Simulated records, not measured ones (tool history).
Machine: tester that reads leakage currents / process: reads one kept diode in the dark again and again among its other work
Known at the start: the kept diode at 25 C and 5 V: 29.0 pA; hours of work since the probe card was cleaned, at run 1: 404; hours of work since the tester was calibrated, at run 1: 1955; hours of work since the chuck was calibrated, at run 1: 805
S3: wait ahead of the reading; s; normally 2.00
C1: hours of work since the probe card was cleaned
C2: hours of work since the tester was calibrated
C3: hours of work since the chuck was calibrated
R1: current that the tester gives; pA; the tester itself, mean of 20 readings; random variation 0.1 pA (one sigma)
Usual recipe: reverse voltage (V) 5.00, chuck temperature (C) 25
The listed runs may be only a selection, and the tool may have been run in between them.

{"run": 1, "hour": 0.0, "reverse voltage (V)": 5.0, "chuck temperature (C)": 25, "S3": 2.0, "C1": 404, "C2": 1955, "C3": 805, "R1": 30.52}
{"run": 2, "hour": 34.8, "reverse voltage (V)": 5.0, "chuck temperature (C)": 25, "S3": 2.0, "C1": 429, "C2": 1980, "C3": 830, "R1": 30.72}
{"run": 3, "hour": 96.0, "reverse voltage (V)": 5.0, "chuck temperature (C)": 25, "S3": 2.0, "C1": 473, "C2": 2024, "C3": 875, "R1": 30.75}
{"run": 4, "hour": 142.6, "reverse voltage (V)": 5.0, "chuck temperature (C)": 25, "S3": 7.55, "C1": 507, "C2": 2058, "C3": 909, "R1": 29.99}
{"run": 5, "hour": 201.8, "reverse voltage (V)": 5.0, "chuck temperature (C)": 25, "S3": 2.0, "C1": 550, "C2": 2101, "C3": 952, "R1": 31.01}
{"run": 6, "hour": 232.7, "reverse voltage (V)": 1.16, "chuck temperature (C)": 25, "S3": 2.0, "C1": 573, "C2": 2123, "C3": 974, "R1": 12.95}
{"run": 7, "hour": 273.6, "reverse voltage (V)": 1.16, "chuck temperature (C)": 25, "S3": 2.0, "C1": 602, "C2": 2153, "C3": 1004, "R1": 12.98}
{"run": 8, "hour": 325.6, "reverse voltage (V)": 1.16, "chuck temperature (C)": 25, "S3": 2.0, "C1": 640, "C2": 2191, "C3": 1042, "R1": 13.0}
{"run": 9, "hour": 386.2, "reverse voltage (V)": 5.0, "chuck temperature (C)": 25, "S3": 2.0, "C1": 684, "C2": 2235, "C3": 1085, "R1": 31.28}
{"run": 10, "hour": 425.0, "reverse voltage (V)": 5.0, "chuck temperature (C)": 45, "S3": 2.0, "C1": 712, "C2": 2263, "C3": 1114, "R1": 133.8}
{"run": 11, "hour": 490.0, "reverse voltage (V)": 5.0, "chuck temperature (C)": 45, "S3": 2.0, "C1": 759, "C2": 2310, "C3": 1161, "R1": 133.78}
{"run": 12, "hour": 527.3, "reverse voltage (V)": 5.0, "chuck temperature (C)": 22, "S3": 2.0, "C1": 786, "C2": 2337, "C3": 1188, "R1": 25.45}
{"run": 13, "hour": 596.1, "reverse voltage (V)": 5.0, "chuck temperature (C)": 22, "S3": 2.0, "C1": 836, "C2": 2387, "C3": 1238, "R1": 25.77}
{"run": 14, "hour": 643.8, "reverse voltage (V)": 11.33, "chuck temperature (C)": 43, "S3": 3.09, "C1": 871, "C2": 2422, "C3": 1272, "R1": 186.01}
{"run": 15, "hour": 682.9, "reverse voltage (V)": 2.58, "chuck temperature (C)": 43, "S3": 0.54, "C1": 899, "C2": 2450, "C3": 1301, "R1": 80.6}
{"run": 16, "hour": 744.7, "reverse voltage (V)": 1.81, "chuck temperature (C)": 31, "S3": 1.92, "C1": 944, "C2": 2495, "C3": 1346, "R1": 26.65}
{"run": 17, "hour": 775.4, "reverse voltage (V)": 1.81, "chuck temperature (C)": 31, "S3": 0.33, "C1": 966, "C2": 2517, "C3": 1368, "R1": 28.36}
{"run": 18, "hour": 825.2, "reverse voltage (V)": 1.81, "chuck temperature (C)": 31, "S3": 0.33, "C1": 1003, "C2": 2554, "C3": 1404, "R1": 28.33}
{"run": 19, "hour": 866.8, "reverse voltage (V)": 14.57, "chuck temperature (C)": 27, "S3": 0.33, "C1": 1033, "C2": 2584, "C3": 1434, "R1": 86.58}
{"run": 20, "hour": 912.5, "reverse voltage (V)": 2.41, "chuck temperature (C)": 28, "S3": 2.0, "C1": 1066, "C2": 2617, "C3": 1467, "R1": 25.29}
{"run": 21, "hour": 951.6, "reverse voltage (V)": 4.24, "chuck temperature (C)": 27, "S3": 0.38, "C1": 1094, "C2": 2645, "C3": 1496, "R1": 36.89}
{"run": 22, "hour": 988.0, "reverse voltage (V)": 4.24, "chuck temperature (C)": 27, "S3": 0.38, "C1": 1121, "C2": 2672, "C3": 1522, "R1": 36.91}
{"run": 23, "hour": 1048.2, "reverse voltage (V)": 4.24, "chuck temperature (C)": 27, "S3": 0.38, "C1": 1164, "C2": 2715, "C3": 1566, "R1": 36.99}
{"run": 24, "hour": 1109.2, "reverse voltage (V)": 18.84, "chuck temperature (C)": 58, "S3": 0.38, "C1": 1209, "C2": 2760, "C3": 1610, "R1": 699.31}
{"run": 25, "hour": 1170.7, "reverse voltage (V)": 1.73, "chuck temperature (C)": 38, "S3": 1.21, "C1": 1253, "C2": 2804, "C3": 1655, "R1": 43.53}

Here are 5 independent what-if runs from the current tool condition. What would each one return?
{"run": "A", "hour": 1202.5, "reverse voltage (V)": 5.0, "chuck temperature (C)": 28, "S3": 2.0, "C1": 1276, "C2": 2827, "C3": 1678, "R1": "?"}
{"run": "B", "hour": 1202.5, "reverse voltage (V)": 2.17, "chuck temperature (C)": 25, "S3": 7.27, "C1": 1276, "C2": 2827, "C3": 1678, "R1": "?"}
{"run": "C", "hour": 1202.5, "reverse voltage (V)": 4.26, "chuck temperature (C)": 48, "S3": 3.7, "C1": 1276, "C2": 2827, "C3": 1678, "R1": "?"}
{"run": "D", "hour": 1202.5, "reverse voltage (V)": 5.0, "chuck temperature (C)": 60, "S3": 2.0, "C1": 1276, "C2": 2827, "C3": 1678, "R1": "?"}
{"run": "E", "hour": 1202.5, "reverse voltage (V)": 8.46, "chuck temperature (C)": 38, "S3": 1.21, "C1": 1276, "C2": 2827, "C3": 1678, "R1": "?"}

run=A R1=40.31
run=B R1=19.03
run=C R1=148.46
run=D R1=366.32
run=E R1=112.17
What these runs would have given with no unlogged condition in the tool:
run=A R1=38.11
run=B R1=18.29
run=C R1=154.83
run=D R1=385.77
run=E R1=111.55
